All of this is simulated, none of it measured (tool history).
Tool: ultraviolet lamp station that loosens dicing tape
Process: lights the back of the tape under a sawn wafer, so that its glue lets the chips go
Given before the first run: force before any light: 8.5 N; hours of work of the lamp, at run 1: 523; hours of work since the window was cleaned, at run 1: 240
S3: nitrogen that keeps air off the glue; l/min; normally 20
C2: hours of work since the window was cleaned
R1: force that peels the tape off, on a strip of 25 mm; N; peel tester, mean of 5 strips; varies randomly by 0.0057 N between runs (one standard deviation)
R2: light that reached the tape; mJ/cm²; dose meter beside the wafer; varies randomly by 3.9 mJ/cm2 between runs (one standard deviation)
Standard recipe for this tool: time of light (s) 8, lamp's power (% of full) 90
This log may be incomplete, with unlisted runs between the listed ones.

Run 1, hour 0: usual settings; hours of work of the lamp 523; C2 240. Result: R1 0.127 N, R2 668 mJ/cm².
Run 2, hour 58.7: usual settings; hours of work of the lamp 550; C2 267. Result: R1 0.138 N, R2 677 mJ/cm².
Run 3, hour 114.2: usual settings but time of light (s) 13; hours of work of the lamp 575; C2 292. Result: R1 0.051 N, R2 1096 mJ/cm².
Run 4, hour 163: usual settings but time of light (s) 13; hours of work of the lamp 597; C2 314. Result: R1 0.055 N, R2 1082 mJ/cm².
Run 5, hour 223.2: usual settings but time of light (s) 13; hours of work of the lamp 624; C2 341. Result: R1 0.056 N, R2 1097 mJ/cm².
Run 6, hour 287.2: usual settings but time of light (s) 6; hours of work of the lamp 652; C2 370. Result: R1 0.298 N, R2 503 mJ/cm².
Run 7, hour 314.2: usual settings but time of light (s) 6; hours of work of the lamp 665; C2 382. Result: R1 0.3 N, R2 503 mJ/cm².
Run 8, hour 370.8: usual settings but time of light (s) 6; hours of work of the lamp 690; C2 407. Result: R1 0.321 N, R2 502 mJ/cm².
Run 9, hour 420.7: usual settings but time of light (s) 6; hours of work of the lamp 712; C2 430. Result: R1 0.304 N, R2 510 mJ/cm².
Run 10, hour 458.5: usual settings; hours of work of the lamp 729; C2 446. Result: R1 0.126 N, R2 670 mJ/cm².
Run 11, hour 493.8: usual settings but lamp's power (% of full) 97; hours of work of the lamp 745; C2 462. Result: R1 0.099 N, R2 728 mJ/cm².
Run 12, hour 525.9: usual settings but lamp's power (% of full) 77, S3 9 l/min; hours of work of the lamp 760; C2 477. Result: R1 0.562 N, R2 579 mJ/cm².
Run 13, hour 585.1: usual settings but lamp's power (% of full) 77, S3 9 l/min; hours of work of the lamp 786; C2 503. Result: R1 0.573 N, R2 576 mJ/cm².
Run 14, hour 627.4: usual settings but lamp's power (% of full) 77, S3 9 l/min; hours of work of the lamp 805; C2 522. Result: R1 0.558 N, R2 584 mJ/cm².

What does the tool deliver on the next run?
Run 15, hour 691.1: usual settings but lamp's power (% of full) 77, S3 9 l/min; hours of work of the lamp 834; C2 551. Result: R1 ?, R2 ?.

{"run 15": {"R1": 0.542, "R2": 578}}
Minus the tool's unlogged condition, the same run would have read R1 0.539 N, R2 573 mJ/cm².

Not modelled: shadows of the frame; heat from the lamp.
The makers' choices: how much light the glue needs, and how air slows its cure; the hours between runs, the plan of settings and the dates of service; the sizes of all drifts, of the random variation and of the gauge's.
